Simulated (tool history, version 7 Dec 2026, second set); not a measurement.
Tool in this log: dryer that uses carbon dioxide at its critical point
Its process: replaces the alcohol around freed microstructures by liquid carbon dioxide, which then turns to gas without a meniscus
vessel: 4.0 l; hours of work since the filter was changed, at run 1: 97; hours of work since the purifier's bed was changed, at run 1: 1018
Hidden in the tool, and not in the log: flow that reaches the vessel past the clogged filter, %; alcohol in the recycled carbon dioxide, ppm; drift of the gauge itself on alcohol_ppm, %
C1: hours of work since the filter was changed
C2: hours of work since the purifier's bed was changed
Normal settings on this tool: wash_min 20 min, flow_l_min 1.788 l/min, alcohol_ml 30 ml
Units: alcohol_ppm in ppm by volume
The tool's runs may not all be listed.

run 1 hour=0.0 | wash_min=20 flow_l_min=1.788 alcohol_ml=30 | C1=97 C2=1018 | alcohol_ppm=242
run 2 hour=27.5 | wash_min=20 flow_l_min=1.788 alcohol_ml=30 | C1=114 C2=1036 | alcohol_ppm=240
run 3 hour=64.5 | wash_min=20 flow_l_min=1.788 alcohol_ml=30 | C1=138 C2=1060 | alcohol_ppm=240
run 4 hour=89.6 | wash_min=20 flow_l_min=1.788 alcohol_ml=30 | C1=155 C2=1076 | alcohol_ppm=236
run 5 hour=123.8 | wash_min=20 flow_l_min=1.788 alcohol_ml=30 | C1=177 C2=1099 | alcohol_ppm=256
run 6 hour=143.6 | wash_min=29 flow_l_min=1.788 alcohol_ml=30 | C1=190 C2=1111 | alcohol_ppm=258
run 7 hour=179.9 | wash_min=29 flow_l_min=1.788 alcohol_ml=30 | C1=213 C2=1135 | alcohol_ppm=276
-- hour=187.4 inlet filter changed
run 8 hour=205.3 | wash_min=20 flow_l_min=1.788 alcohol_ml=30 | C1=12 C2=1151 | alcohol_ppm=272
run 9 hour=235.2 | wash_min=20 flow_l_min=1.788 alcohol_ml=30 | C1=31 C2=1170 | alcohol_ppm=266
run 10 hour=256.2 | wash_min=20 flow_l_min=1.788 alcohol_ml=30 | C1=45 C2=1184 | alcohol_ppm=270
-- hour=292.3 purifier's bed changed
run 11 hour=295.8 | wash_min=20 flow_l_min=1.788 alcohol_ml=30 | C1=68 C2=2 | alcohol_ppm=7
run 12 hour=326.0 | wash_min=18 flow_l_min=1.788 alcohol_ml=30 | C1=88 C2=22 | alcohol_ppm=16
run 13 hour=373.4 | wash_min=18 flow_l_min=1.788 alcohol_ml=30 | C1=119 C2=53 | alcohol_ppm=30
run 14 hour=410.7 | wash_min=22 flow_l_min=1.788 alcohol_ml=30 | C1=143 C2=77 | alcohol_ppm=28
run 15 hour=454.6 | wash_min=22 flow_l_min=1.788 alcohol_ml=30 | C1=171 C2=105 | alcohol_ppm=19
run 16 hour=487.3 | wash_min=20 flow_l_min=1.788 alcohol_ml=30 | C1=192 C2=126 | alcohol_ppm=34
-- hour=528.4 inlet filter changed
run 17 hour=529.2 | wash_min=20 flow_l_min=1.788 alcohol_ml=67 | C1=1 C2=153 | alcohol_ppm=49
run 18 hour=551.6 | wash_min=20 flow_l_min=1.788 alcohol_ml=67 | C1=15 C2=167 | alcohol_ppm=35
run 19 hour=585.3 | wash_min=20 flow_l_min=1.788 alcohol_ml=67 | C1=37 C2=189 | alcohol_ppm=57
run 20 hour=631.2 | wash_min=20 flow_l_min=1.788 alcohol_ml=67 | C1=67 C2=219 | alcohol_ppm=59
run 21 hour=674.1 | wash_min=20 flow_l_min=1.788 alcohol_ml=30 | C1=94 C2=247 | alcohol_ppm=56
run 22 hour=717.2 | wash_min=20 flow_l_min=1.788 alcohol_ml=30 | C1=122 C2=275 | alcohol_ppm=74
run 23 hour=761.4 | wash_min=20 flow_l_min=1.788 alcohol_ml=30 | C1=151 C2=303 | alcohol_ppm=74
run 24 hour=806.2 | wash_min=21 flow_l_min=1.788 alcohol_ml=30 | C1=180 C2=332 | alcohol_ppm=77
run 25 hour=827.2 | wash_min=20 flow_l_min=2.080 alcohol_ml=25 | C1=194 C2=346 | alcohol_ppm=81
-- hour=864.0 inlet filter changed
run 26 hour=867.2 | wash_min=20 flow_l_min=2.080 alcohol_ml=25 | C1=2 C2=371 | alcohol_ppm=82
run 27 hour=914.1 | wash_min=20 flow_l_min=1.220 alcohol_ml=30 | C1=32 C2=402 | alcohol_ppm=112
run 28 hour=955.4 | wash_min=22 flow_l_min=1.420 alcohol_ml=30 | C1=59 C2=428 | alcohol_ppm=101
run 29 hour=984.8 | wash_min=30 flow_l_min=2.740 alcohol_ml=68 | C1=78 C2=447 | alcohol_ppm=105
run 30 hour=1026.6 | wash_min=30 flow_l_min=2.740 alcohol_ml=68 | C1=105 C2=475 | alcohol_ppm=115
run 31 hour=1058.9 | wash_min=20 flow_l_min=2.120 alcohol_ml=37 | C1=126 C2=496 | alcohol_ppm=123
run 32 hour=1091.1 | wash_min=20 flow_l_min=2.120 alcohol_ml=37 | C1=147 C2=516 | alcohol_ppm=127
run 33 hour=1128.7 | wash_min=20 flow_l_min=2.120 alcohol_ml=37 | C1=172 C2=541 | alcohol_ppm=131
run 34 hour=1175.3 | wash_min=13 flow_l_min=1.220 alcohol_ml=32 | C1=202 C2=571 | alcohol_ppm=424
-- hour=1200.6 inlet filter changed
run 35 hour=1212.3 | wash_min=13 flow_l_min=1.220 alcohol_ml=32 | C1=8 C2=594 | alcohol_ppm=310
run 36 hour=1237.4 | wash_min=12 flow_l_min=2.030 alcohol_ml=64 | C1=24 C2=611 | alcohol_ppm=183
run 37 hour=1266.9 | wash_min=19 flow_l_min=1.090 alcohol_ml=60 | C1=43 C2=630 | alcohol_ppm=250
run 38 hour=1302.2 | wash_min=19 flow_l_min=1.090 alcohol_ml=60 | C1=66 C2=653 | alcohol_ppm=267
run 39 hour=1325.2 | wash_min=19 flow_l_min=1.090 alcohol_ml=60 | C1=81 C2=667 | alcohol_ppm=283
run 40 hour=1365.1 | wash_min=16 flow_l_min=1.090 alcohol_ml=108 | C1=107 C2=693 | alcohol_ppm=708
run 41 hour=1385.4 | wash_min=17 flow_l_min=1.880 alcohol_ml=108 | C1=120 C2=706 | alcohol_ppm=184
run 42 hour=1408.0 | wash_min=25 flow_l_min=2.110 alcohol_ml=30 | C1=134 C2=721 | alcohol_ppm=164
run 43 hour=1448.9 | wash_min=30 flow_l_min=1.650 alcohol_ml=22 | C1=161 C2=748 | alcohol_ppm=166
run 44 hour=1492.2 | wash_min=30 flow_l_min=1.650 alcohol_ml=22 | C1=189 C2=776 | alcohol_ppm=182
-- hour=1537.5 inlet filter changed
run 45 hour=1539.9 | wash_min=30 flow_l_min=1.650 alcohol_ml=22 | C1=2 C2=806 | alcohol_ppm=189
run 46 hour=1588.5 | wash_min=30 flow_l_min=1.790 alcohol_ml=38 | C1=33 C2=837 | alcohol_ppm=195

Each run again, without the hidden state but with its own random variation kept:
run=1 alcohol_ppm=9
run=2 alcohol_ppm=9
run=3 alcohol_ppm=1
run=4 alcohol_ppm=0
run=5 alcohol_ppm=6
run=6 alcohol_ppm=6
run=7 alcohol_ppm=18
run=8 alcohol_ppm=10
run=9 alcohol_ppm=5
run=10 alcohol_ppm=10
run=11 alcohol_ppm=5
run=12 alcohol_ppm=8
run=13 alcohol_ppm=15
run=14 alcohol_ppm=9
run=15 alcohol_ppm=0
run=16 alcohol_ppm=3
run=17 alcohol_ppm=16
run=18 alcohol_ppm=0
run=19 alcohol_ppm=14
run=20 alcohol_ppm=10
run=21 alcohol_ppm=0
run=22 alcohol_ppm=12
run=23 alcohol_ppm=5
run=24 alcohol_ppm=1
run=25 alcohol_ppm=5
run=26 alcohol_ppm=3
run=27 alcohol_ppm=22
run=28 alcohol_ppm=4
run=29 alcohol_ppm=7
run=30 alcohol_ppm=9
run=31 alcohol_ppm=14
run=32 alcohol_ppm=9
run=33 alcohol_ppm=12
run=34 alcohol_ppm=161
run=35 alcohol_ppm=171
run=36 alcohol_ppm=40
run=37 alcohol_ppm=96
run=38 alcohol_ppm=95
run=39 alcohol_ppm=102
run=40 alcohol_ppm=386
run=41 alcohol_ppm=14
run=42 alcohol_ppm=8
run=43 alcohol_ppm=4
run=44 alcohol_ppm=16
run=45 alcohol_ppm=14
run=46 alcohol_ppm=9

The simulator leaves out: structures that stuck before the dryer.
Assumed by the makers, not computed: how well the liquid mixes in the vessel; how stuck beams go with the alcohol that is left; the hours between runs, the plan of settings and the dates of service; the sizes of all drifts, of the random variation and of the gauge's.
